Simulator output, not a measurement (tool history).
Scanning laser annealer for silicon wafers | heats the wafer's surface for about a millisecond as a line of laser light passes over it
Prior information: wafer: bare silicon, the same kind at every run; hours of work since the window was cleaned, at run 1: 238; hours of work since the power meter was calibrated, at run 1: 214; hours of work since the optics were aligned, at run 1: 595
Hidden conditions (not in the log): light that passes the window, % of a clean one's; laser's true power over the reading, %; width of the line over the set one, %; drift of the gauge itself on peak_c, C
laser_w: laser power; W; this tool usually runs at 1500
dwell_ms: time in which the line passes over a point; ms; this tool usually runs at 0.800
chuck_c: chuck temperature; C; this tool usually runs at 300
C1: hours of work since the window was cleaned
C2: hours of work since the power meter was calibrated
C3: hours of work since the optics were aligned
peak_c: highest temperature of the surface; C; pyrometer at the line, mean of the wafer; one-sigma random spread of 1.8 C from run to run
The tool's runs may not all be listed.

run 1 hour=0.0 | laser_w=1500 dwell_ms=0.800 chuck_c=300 | C1=238 C2=214 C3=595 | peak_c=1033
run 2 hour=19.1 | laser_w=1500 dwell_ms=0.800 chuck_c=278 | C1=246 C2=222 C3=603 | peak_c=1012
run 3 hour=31.1 | laser_w=1500 dwell_ms=0.800 chuck_c=316 | C1=251 C2=227 C3=608 | peak_c=1051
run 4 hour=49.0 | laser_w=1500 dwell_ms=0.800 chuck_c=316 | C1=259 C2=235 C3=616 | peak_c=1045
run 5 hour=58.9 | laser_w=1500 dwell_ms=0.800 chuck_c=277 | C1=263 C2=239 C3=620 | peak_c=1005
run 6 hour=74.6 | laser_w=1412 dwell_ms=0.800 chuck_c=300 | C1=270 C2=246 C3=627 | peak_c=987
run 7 hour=96.2 | laser_w=1412 dwell_ms=0.800 chuck_c=300 | C1=279 C2=255 C3=636 | peak_c=984
run 8 hour=115.9 | laser_w=1412 dwell_ms=0.800 chuck_c=300 | C1=287 C2=263 C3=644 | peak_c=982
run 9 hour=128.2 | laser_w=1412 dwell_ms=0.800 chuck_c=300 | C1=292 C2=268 C3=649 | peak_c=984
run 10 hour=143.5 | laser_w=1500 dwell_ms=0.800 chuck_c=266 | C1=298 C2=274 C3=655 | peak_c=989
run 11 hour=153.5 | laser_w=1500 dwell_ms=0.800 chuck_c=300 | C1=303 C2=279 C3=660 | peak_c=1023
run 12 hour=172.1 | laser_w=1500 dwell_ms=0.800 chuck_c=300 | C1=310 C2=286 C3=667 | peak_c=1024
run 13 hour=192.9 | laser_w=1500 dwell_ms=0.800 chuck_c=264 | C1=319 C2=295 C3=676 | peak_c=985
run 14 hour=213.0 | laser_w=1484 dwell_ms=0.800 chuck_c=308 | C1=328 C2=303 C3=684 | peak_c=1021
run 15 hour=229.5 | laser_w=1450 dwell_ms=0.891 chuck_c=324 | C1=334 C2=310 C3=691 | peak_c=1052
run 16 hour=243.6 | laser_w=1359 dwell_ms=0.603 chuck_c=300 | C1=340 C2=316 C3=697 | peak_c=880
run 17 hour=265.3 | laser_w=1359 dwell_ms=0.603 chuck_c=300 | C1=349 C2=325 C3=706 | peak_c=877
run 18 hour=284.4 | laser_w=1297 dwell_ms=0.754 chuck_c=339 | C1=357 C2=333 C3=714 | peak_c=946
run 19 hour=296.5 | laser_w=1397 dwell_ms=0.620 chuck_c=310 | C1=362 C2=338 C3=719 | peak_c=909
run 20 hour=312.4 | laser_w=1499 dwell_ms=0.696 chuck_c=299 | C1=369 C2=345 C3=726 | peak_c=972
-- hour=329.4 window over the wafer cleaned
run 21 hour=335.6 | laser_w=1499 dwell_ms=0.696 chuck_c=299 | C1=3 C2=354 C3=735 | peak_c=1014
run 22 hour=356.1 | laser_w=1449 dwell_ms=0.800 chuck_c=319 | C1=11 C2=362 C3=743 | peak_c=1048
run 23 hour=372.1 | laser_w=1449 dwell_ms=0.588 chuck_c=319 | C1=18 C2=369 C3=750 | peak_c=961
run 24 hour=385.9 | laser_w=1523 dwell_ms=0.952 chuck_c=338 | C1=24 C2=375 C3=756 | peak_c=1165
run 25 hour=396.1 | laser_w=1523 dwell_ms=0.952 chuck_c=338 | C1=28 C2=379 C3=760 | peak_c=1162

Forecast each of these 3 alternatives for the next run:
run A hour=416.3 | laser_w=1295 dwell_ms=0.645 chuck_c=291 | C1=36 C2=388 C3=769 | peak_c=?
run B hour=416.3 | laser_w=1336 dwell_ms=0.952 chuck_c=338 | C1=36 C2=388 C3=769 | peak_c=?
run C hour=416.3 | laser_w=1489 dwell_ms=0.868 chuck_c=338 | C1=36 C2=388 C3=769 | peak_c=?

run=A peak_c=884
run=B peak_c=1056
run=C peak_c=1113
Stripped of hidden state, with their random variation kept, the same runs would have yielded:
run=A peak_c=892
run=B peak_c=1065
run=C peak_c=1122
